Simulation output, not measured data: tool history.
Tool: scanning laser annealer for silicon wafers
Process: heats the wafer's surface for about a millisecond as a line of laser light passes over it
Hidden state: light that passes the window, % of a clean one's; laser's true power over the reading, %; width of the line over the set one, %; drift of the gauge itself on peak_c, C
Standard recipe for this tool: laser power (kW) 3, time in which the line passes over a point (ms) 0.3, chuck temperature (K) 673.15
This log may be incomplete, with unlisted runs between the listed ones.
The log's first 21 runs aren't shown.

run,hour,laser power (kW),time in which the line passes over a point (ms),chuck temperature (K),hours of work since the window was cleaned,hours of work since the power meter was calibrated,hours of work since the optics were aligned,highest temperature of the surface (K)
22,178.2,2.774,0.24,647.15,630,350,1259,1264.15
23,187.1,2.774,0.24,647.15,637,356,1265,1264.15
24,196.4,2.774,0.24,647.15,643,363,1272,1263.15
25,202,2.812,0.238,698.15,648,367,1276,1319.15
26,212.2,3.286,0.242,651.15,655,374,1283,1374.15
27,223,2.684,0.3,673.15,663,382,1291,1349.15
28,229.4,3.237,0.257,696.15,667,387,1296,1434.15
29,238.8,3.237,0.257,696.15,674,394,1303,1431.15
30,245.9,3.237,0.257,696.15,679,399,1308,1434.15
31,250.6,3.237,0.322,686.15,683,402,1311,1515.15

Here are 5 independent what-if runs from the current tool condition. What would each one return?
A,256.4,3.237,0.221,686.15,687,406,1315,?
B,256.4,2.946,0.323,686.15,687,406,1315,?
C,256.4,3.273,0.3,673.15,687,406,1315,?
D,256.4,3.18,0.327,671.15,687,406,1315,?
E,256.4,3,0.3,710.15,687,406,1315,?

run,highest temperature of the surface (K)
A,1365.15
B,1448.15
C,1481.15
D,1494.15
E,1457.15
Without the tool's hidden state the same runs would have given:
run,highest temperature of the surface (K)
A,1382.15
B,1467.15
C,1501.15
D,1514.15
E,1475.15
